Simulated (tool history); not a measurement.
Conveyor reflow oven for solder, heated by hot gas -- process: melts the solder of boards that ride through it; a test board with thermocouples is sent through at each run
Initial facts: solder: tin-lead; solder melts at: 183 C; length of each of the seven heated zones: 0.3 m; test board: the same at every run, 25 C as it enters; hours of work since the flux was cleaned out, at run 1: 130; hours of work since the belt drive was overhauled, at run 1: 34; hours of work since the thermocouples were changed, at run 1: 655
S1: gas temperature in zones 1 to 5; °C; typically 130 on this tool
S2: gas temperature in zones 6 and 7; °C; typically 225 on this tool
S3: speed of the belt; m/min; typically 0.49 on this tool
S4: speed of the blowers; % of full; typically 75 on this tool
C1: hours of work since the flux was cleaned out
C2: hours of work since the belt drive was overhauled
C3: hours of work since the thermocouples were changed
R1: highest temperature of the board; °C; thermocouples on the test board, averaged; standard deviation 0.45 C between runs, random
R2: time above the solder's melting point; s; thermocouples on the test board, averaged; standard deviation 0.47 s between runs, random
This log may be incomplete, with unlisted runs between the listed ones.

{"run": 1, "hour": 0.0, "S1": 130, "S2": 225, "S3": 0.49, "S4": 75, "C1": 130, "C2": 34, "C3": 655, "R1": 208.1, "R2": 45}
{"run": 2, "hour": 73.3, "S1": 130, "S2": 225, "S3": 0.49, "S4": 75, "C1": 165, "C2": 69, "C3": 690, "R1": 208, "R2": 45.1}
{"run": 3, "hour": 128.6, "S1": 130, "S2": 225, "S3": 0.49, "S4": 75, "C1": 191, "C2": 96, "C3": 716, "R1": 208.2, "R2": 45.8}
{"hour": 179.4, "done": "flux residue cleaned out of gas plates and filters"}
{"run": 4, "hour": 194.3, "S1": 134, "S2": 225, "S3": 0.49, "S4": 75, "C1": 7, "C2": 124, "C3": 745, "R1": 209.5, "R2": 47.3}
{"run": 5, "hour": 227.4, "S1": 134, "S2": 225, "S3": 0.49, "S4": 75, "C1": 23, "C2": 140, "C3": 761, "R1": 209.6, "R2": 47.3}
{"run": 6, "hour": 278.3, "S1": 134, "S2": 225, "S3": 0.49, "S4": 75, "C1": 47, "C2": 165, "C3": 785, "R1": 209.5, "R2": 47}

What will run 7 give?
{"run": 7, "hour": 353.4, "S1": 121, "S2": 221, "S3": 0.49, "S4": 79, "C1": 83, "C2": 200, "C3": 821, "R1": "?", "R2": "?"}

R1: 204.8 °C
R2: 39.2 s
Without the tool's hidden state the same run would have given R1 205 °C, R2 39.4 s.

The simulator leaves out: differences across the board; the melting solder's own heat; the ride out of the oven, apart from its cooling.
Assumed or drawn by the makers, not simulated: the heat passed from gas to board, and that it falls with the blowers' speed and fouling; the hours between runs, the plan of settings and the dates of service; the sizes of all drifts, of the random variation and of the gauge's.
